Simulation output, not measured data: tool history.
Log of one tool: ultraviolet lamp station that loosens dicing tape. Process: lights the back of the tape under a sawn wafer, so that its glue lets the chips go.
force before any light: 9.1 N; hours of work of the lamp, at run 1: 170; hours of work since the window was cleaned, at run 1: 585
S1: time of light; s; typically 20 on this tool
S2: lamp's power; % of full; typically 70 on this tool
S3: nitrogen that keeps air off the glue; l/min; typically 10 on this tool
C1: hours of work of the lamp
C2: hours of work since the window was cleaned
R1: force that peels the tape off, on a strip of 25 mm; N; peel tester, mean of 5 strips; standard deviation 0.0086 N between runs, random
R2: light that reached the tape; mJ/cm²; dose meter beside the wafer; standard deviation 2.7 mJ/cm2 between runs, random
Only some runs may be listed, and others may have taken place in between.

run	day	S1	S2	S3	C1	C2	R1	R2
1	0.000	20	70	10	170	585	0.528	302
2	0.208	12	70	10	174	588	1.581	180
3	0.404	20	70	5	177	591	0.751	307
4	0.658	20	70	20	181	596	0.409	308
5	1.000	20	70	20	187	601	0.408	302
6	1.204	20	70	20	190	605	0.421	303
7	1.467	20	65	20	195	609	0.492	279
8	1.892	20	65	20	202	616	0.492	278
9	2.117	15	70	14	206	620	0.917	225
10	2.554	20	63	7	213	628	0.860	269

Estimate the outcome of run 11 from the log above:
11	2.804	27	87	3	217	632	?	?

R1: 0.330 N
R2: 499 mJ/cm²
Without the tool's hidden state the same run would have given R1 0.215 N, R2 604 mJ/cm².
